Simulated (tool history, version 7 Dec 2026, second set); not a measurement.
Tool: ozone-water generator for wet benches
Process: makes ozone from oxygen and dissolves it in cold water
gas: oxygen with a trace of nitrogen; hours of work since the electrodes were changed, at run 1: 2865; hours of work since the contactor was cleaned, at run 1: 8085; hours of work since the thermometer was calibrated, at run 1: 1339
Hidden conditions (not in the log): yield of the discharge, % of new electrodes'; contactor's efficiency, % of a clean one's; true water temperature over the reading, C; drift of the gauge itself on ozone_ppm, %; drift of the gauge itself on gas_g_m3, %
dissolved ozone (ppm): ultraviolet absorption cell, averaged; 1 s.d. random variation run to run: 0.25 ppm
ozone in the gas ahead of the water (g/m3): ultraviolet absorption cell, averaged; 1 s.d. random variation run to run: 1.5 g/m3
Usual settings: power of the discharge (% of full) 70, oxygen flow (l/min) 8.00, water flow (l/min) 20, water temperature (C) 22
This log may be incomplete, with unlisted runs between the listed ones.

| run | hour | power of the discharge (% of full) | oxygen flow (l/min) | water flow (l/min) | water temperature (C) | hours of work since the electrodes were changed | hours of work since the contactor was cleaned | hours of work since the thermometer was calibrated | dissolved ozone (ppm) | ozone in the gas ahead of the water (g/m3) |
|---|---|---|---|---|---|---|---|---|---|---|
| 1 | 0.0 | 70 | 8.00 | 20 | 22 | 2865 | 8085 | 1339 | 35.6 | 265.3 |
| 2 | 46.0 | 70 | 8.00 | 20 | 21 | 2905 | 8125 | 1379 | 36.7 | 262.6 |
| 3 | 130.8 | 70 | 8.00 | 20 | 21 | 2979 | 8198 | 1452 | 36.0 | 263.7 |
| 4 | 179.2 | 70 | 8.00 | 26 | 21 | 3021 | 8240 | 1494 | 31.3 | 261.6 |
| 5 | 248.0 | 70 | 8.00 | 20 | 22 | 3080 | 8299 | 1554 | 35.5 | 264.3 |
| 6 | 310.4 | 70 | 8.00 | 20 | 22 | 3134 | 8353 | 1608 | 35.6 | 260.7 |
| 7 | 354.6 | 70 | 8.00 | 20 | 22 | 3172 | 8392 | 1646 | 35.3 | 262.5 |
| 8 | 408.7 | 70 | 8.00 | 20 | 22 | 3219 | 8438 | 1693 | 35.1 | 261.6 |
| 9 | 494.8 | 47 | 8.00 | 20 | 22 | 3293 | 8513 | 1767 | 24.6 | 184.1 |
| 10 | 550.0 | 70 | 8.00 | 15 | 22 | 3341 | 8561 | 1815 | 40.4 | 260.7 |
| 11 | 626.7 | 70 | 8.00 | 20 | 22 | 3408 | 8627 | 1881 | 35.4 | 263.5 |
| 12 | 686.4 | 70 | 13.42 | 20 | 22 | 3459 | 8679 | 1933 | 34.1 | 209.4 |
| 13 | 748.2 | 70 | 13.42 | 20 | 22 | 3513 | 8732 | 1986 | 33.9 | 208.3 |
| 14 | 829.5 | 70 | 8.00 | 13 | 22 | 3583 | 8802 | 2057 | 43.2 | 263.3 |
| 15 | 884.5 | 70 | 8.00 | 13 | 22 | 3631 | 8850 | 2104 | 43.4 | 261.7 |
| 16 | 934.7 | 70 | 8.00 | 13 | 22 | 3674 | 8893 | 2148 | 42.8 | 259.4 |
| 17 | 1017.7 | 70 | 8.00 | 13 | 22 | 3746 | 8965 | 2220 | 42.6 | 259.9 |
| 18 | 1069.0 | 70 | 5.51 | 20 | 22 | 3790 | 9009 | 2264 | 34.6 | 303.8 |
| 19 | 1107.2 | 53 | 4.28 | 20 | 22 | 3823 | 9043 | 2297 | 26.3 | 262.7 |
| 20 | 1185.7 | 53 | 4.28 | 20 | 22 | 3891 | 9110 | 2365 | 26.3 | 264.1 |
| 21 | 1231.6 | 48 | 8.00 | 20 | 22 | 3931 | 9150 | 2405 | 24.6 | 186.5 |
| 22 | 1267.5 | 48 | 8.00 | 20 | 22 | 3962 | 9181 | 2436 | 24.8 | 186.8 |
| 23 | 1316.9 | 48 | 13.30 | 20 | 22 | 4005 | 9224 | 2478 | 24.1 | 149.4 |
| 24 | 1374.3 | 48 | 13.30 | 20 | 23 | 4054 | 9274 | 2528 | 23.5 | 151.3 |
| 25 | 1409.8 | 48 | 13.30 | 20 | 23 | 4085 | 9304 | 2559 | 23.6 | 148.6 |
| 26 | 1455.0 | 48 | 5.32 | 19 | 23 | 4124 | 9343 | 2598 | 24.8 | 218.9 |
| 27 | 1514.7 | 70 | 8.00 | 17 | 22 | 4176 | 9395 | 2649 | 37.7 | 258.8 |
| 28 | 1591.7 | 43 | 10.49 | 30 | 15 | 4242 | 9462 | 2716 | 20.4 | 148.3 |
| 29 | 1667.2 | 81 | 8.54 | 21 | 28 | 4308 | 9527 | 2781 | 34.5 | 285.6 |
|  | 1684.9 | water thermometer calibrated |
| 30 | 1732.0 | 81 | 8.54 | 21 | 28 | 4363 | 9583 | 41 | 34.2 | 287.4 |
| 31 | 1768.0 | 40 | 8.00 | 20 | 15 | 4394 | 9614 | 72 | 23.9 | 156.9 |
| 32 | 1837.1 | 92 | 4.42 | 25 | 22 | 4454 | 9674 | 132 | 36.1 | 427.3 |
| 33 | 1905.2 | 70 | 5.06 | 29 | 30 | 4513 | 9732 | 191 | 23.2 | 311.9 |
| 34 | 1950.9 | 70 | 5.98 | 20 | 16 | 4553 | 9772 | 230 | 38.0 | 289.6 |

Branching from run 34: 3 alternative next runs. What would each branch give?
| A | 2005.3 | 70 | 8.00 | 31 | 22 | 4600 | 9819 | 277 | ? | ? |
| B | 2005.3 | 96 | 4.89 | 20 | 16 | 4600 | 9819 | 277 | ? | ? |
| C | 2005.3 | 42 | 8.00 | 21 | 19 | 4600 | 9819 | 277 | ? | ? |

| run | dissolved ozone (ppm) | ozone in the gas ahead of the water (g/m3) |
|---|---|---|
| A | 26.6 | 256.6 |
| B | 48.4 | 418.3 |
| C | 22.8 | 164.5 |
What these runs would have given with no unlogged condition in the tool:
| run | dissolved ozone (ppm) | ozone in the gas ahead of the water (g/m3) |
|---|---|---|
| A | 30.2 | 274.0 |
| B | 55.5 | 455.1 |
| C | 24.9 | 170.3 |

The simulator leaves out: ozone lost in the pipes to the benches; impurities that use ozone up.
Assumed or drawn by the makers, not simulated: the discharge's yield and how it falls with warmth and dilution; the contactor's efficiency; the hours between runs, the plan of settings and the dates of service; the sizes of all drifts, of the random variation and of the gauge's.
